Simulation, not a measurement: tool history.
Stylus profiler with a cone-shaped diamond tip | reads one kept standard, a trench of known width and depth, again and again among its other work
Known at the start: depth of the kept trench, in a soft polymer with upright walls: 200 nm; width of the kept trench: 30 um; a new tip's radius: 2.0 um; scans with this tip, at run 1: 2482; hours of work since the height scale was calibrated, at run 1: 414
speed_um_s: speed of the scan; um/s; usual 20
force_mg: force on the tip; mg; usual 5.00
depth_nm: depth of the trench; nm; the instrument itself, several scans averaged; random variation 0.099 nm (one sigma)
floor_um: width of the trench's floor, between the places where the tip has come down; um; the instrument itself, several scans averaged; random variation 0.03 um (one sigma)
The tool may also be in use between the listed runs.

run	hour	speed_um_s	force_mg	scans with this tip	hours of work since the height scale was calibrated	depth_nm	floor_um
1	0.0	20	5.00	2482	414	204.13	28.28
2	9.2	20	5.00	2519	420	204.08	28.17
3	23.0	20	5.00	2575	429	204.11	28.22
4	37.4	20	5.00	2634	439	204.02	28.22
5	49.8	20	5.00	2684	447	204.16	28.19
6	59.7	20	5.00	2724	454	204.22	28.24
7	77.6	20	5.00	2797	466	204.13	28.18
8	85.6	20	5.00	2830	472	204.07	28.15
9	94.8	20	5.00	2867	478	204.04	28.16
10	112.7	20	5.00	2940	490	204.16	28.22
11	128.9	23	5.00	3006	501	203.92	28.19
12	140.5	23	5.00	3053	509	204.02	28.18
13	153.6	23	5.00	3106	518	204.28	28.20
14	161.1	20	5.00	3137	523	204.13	28.18
15	178.8	20	1.73	3209	535	201.93	28.18
16	195.0	22	5.00	3274	546	204.13	28.18
17	206.1	22	5.00	3319	553	204.00	28.19
18	220.9	24	3.20	3380	563	203.02	28.23
19	229.9	24	3.20	3416	569	202.92	28.17
20	239.2	13	1.84	3454	576	202.01	28.19
21	254.9	33	9.49	3518	586	206.11	28.25
22	269.3	48	5.03	3576	596	204.20	28.18
23	282.3	6	1.71	3629	605	201.96	28.28
24	290.6	13	13.19	3663	611	208.04	28.25
25	305.4	13	13.19	3723	621	207.76	28.25
26	319.1	37	14.15	3778	630	208.31	28.21
27	332.4	20	3.78	3832	639	203.24	28.21
28	340.3	12	6.26	3865	644	204.85	28.19
29	355.7	12	6.26	3927	655	204.61	28.16

Forecast each of these 5 alternatives for the next run:
A	371.1	14	6.26	3990	665	?	?
B	371.1	22	3.48	3990	665	?	?
C	371.1	5	12.17	3990	665	?	?
D	371.1	20	13.80	3990	665	?	?
E	371.1	40	6.26	3990	665	?	?

run	depth_nm	floor_um
A	204.82	28.27
B	203.23	28.21
C	207.29	28.23
D	207.97	28.16
E	204.76	28.18
Without the tool's hidden state the same runs would have given:
run	depth_nm	floor_um
A	204.81	28.28
B	203.22	28.21
C	207.28	28.23
D	207.96	28.16
E	204.76	28.18
